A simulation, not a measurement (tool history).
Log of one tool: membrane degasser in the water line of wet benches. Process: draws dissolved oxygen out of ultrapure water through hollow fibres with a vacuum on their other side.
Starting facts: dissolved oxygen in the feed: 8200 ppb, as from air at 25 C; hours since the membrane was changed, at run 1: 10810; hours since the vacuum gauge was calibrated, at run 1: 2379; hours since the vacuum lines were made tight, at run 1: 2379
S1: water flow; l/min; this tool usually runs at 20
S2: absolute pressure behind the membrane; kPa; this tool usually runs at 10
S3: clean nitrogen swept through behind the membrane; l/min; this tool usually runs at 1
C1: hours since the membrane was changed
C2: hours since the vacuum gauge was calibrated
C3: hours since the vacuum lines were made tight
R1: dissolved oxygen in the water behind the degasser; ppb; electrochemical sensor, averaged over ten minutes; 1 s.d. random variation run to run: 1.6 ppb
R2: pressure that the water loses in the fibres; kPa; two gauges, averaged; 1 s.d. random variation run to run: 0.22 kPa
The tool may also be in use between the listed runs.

Run 1, hour 0: usual settings; C1 10810; C2 2379; C3 2379. Result: R1 312.9 ppb, R2 56.93 kPa.
Run 2, hour 159.1: usual settings; C1 10969; C2 2538; C3 2538. Result: R1 313.6 ppb, R2 57.11 kPa.
Run 3, hour 341.2: usual settings but S1 22 l/min; C1 11151; C2 2720; C3 2720. Result: R1 344.7 ppb, R2 62.82 kPa.
Run 4, hour 632.9: usual settings but S3 0.41 l/min; C1 11442; C2 3012; C3 3012. Result: R1 629.5 ppb, R2 57.28 kPa.
Run 5, hour 873.4: usual settings but S3 0.41 l/min; C1 11683; C2 3252; C3 3252. Result: R1 632.8 ppb, R2 57.44 kPa.
Run 6, hour 1100.7: usual settings but S3 0.41 l/min; C1 11910; C2 3479; C3 3479. Result: R1 628.8 ppb, R2 57.02 kPa.
Run 7, hour 1312.6: usual settings but S3 0.41 l/min; C1 12122; C2 3691; C3 3691. Result: R1 628.2 ppb, R2 56.73 kPa.
Run 8, hour 1603.4: usual settings but S2 6.1 kPa; C1 12413; C2 3982; C3 3982. Result: R1 153 ppb, R2 57.6 kPa.
Run 9, hour 1794.4: usual settings but S2 6.1 kPa; C1 12604; C2 4173; C3 4173. Result: R1 153.8 ppb, R2 57.64 kPa.
At hour 1920.5: vacuum gauge calibrated.
Run 10, hour 2070.1: usual settings but S1 16 l/min; C1 12879; C2 150; C3 4448. Result: R1 249.3 ppb, R2 46.3 kPa.
Run 11, hour 2329.5: usual settings but S2 19.4 kPa, S3 1.54 l/min; C1 13139; C2 409; C3 4708. Result: R1 483.6 ppb, R2 57.61 kPa.
Run 12, hour 2599.5: usual settings but S1 26 l/min, S3 0.7 l/min; C1 13409; C2 679; C3 4978. Result: R1 520.3 ppb, R2 75.58 kPa.
Run 13, hour 2851.1: usual settings but S2 6.6 kPa, S3 1.39 l/min; C1 13660; C2 931; C3 5229. Result: R1 128.4 ppb, R2 57.75 kPa.
At hour 3035.2: membrane cartridge changed.
Run 14, hour 3047.4: usual settings but S2 6.4 kPa; C1 12; C2 1123; C3 5422. Result: R1 152 ppb, R2 52.4 kPa.
Run 15, hour 3281.6: usual settings but S2 6.4 kPa; C1 246; C2 1357; C3 5656. Result: R1 154.3 ppb, R2 52.82 kPa.
Run 16, hour 3506.8: usual settings but S1 13 l/min, S2 11.9 kPa, S3 2.84 l/min; C1 472; C2 1582; C3 5881. Result: R1 103.2 ppb, R2 34.42 kPa.
Run 17, hour 3795.8: usual settings but S1 29 l/min, S2 8.1 kPa; C1 761; C2 1871; C3 6170. Result: R1 320.8 ppb, R2 76.49 kPa.
Run 18, hour 3994.9: usual settings but S1 31 l/min, S2 8.1 kPa; C1 960; C2 2070; C3 6369. Result: R1 338.6 ppb, R2 82.23 kPa.
Run 19, hour 4285.1: usual settings but S1 29 l/min; C1 1250; C2 2361; C3 6659. Result: R1 435 ppb, R2 77.14 kPa.

3 ways to go on from here, each from the tool as it stands after run 19. What would each give?
Run A, hour 4563: usual settings but S1 31 l/min, S3 0.47 l/min; C1 1528; C2 2639; C3 6937. Result: R1 ?, R2 ?.
Run B, hour 4563: usual settings but S1 31 l/min, S2 7.6 kPa; C1 1528; C2 2639; C3 6937. Result: R1 ?, R2 ?.
Run C, hour 4563: usual settings but S1 16 l/min, S2 8 kPa, S3 0.75 l/min; C1 1528; C2 2639; C3 6937. Result: R1 ?, R2 ?.

run     R1     R2
  A  770.2  82.17
  B  312.1  82.99
  C  233.8  42.65
Had the tool no hidden state, the same runs would have come out as:
run     R1     R2
  A  757.2  81.27
  B  299.8  82.09
  C    223  42.18

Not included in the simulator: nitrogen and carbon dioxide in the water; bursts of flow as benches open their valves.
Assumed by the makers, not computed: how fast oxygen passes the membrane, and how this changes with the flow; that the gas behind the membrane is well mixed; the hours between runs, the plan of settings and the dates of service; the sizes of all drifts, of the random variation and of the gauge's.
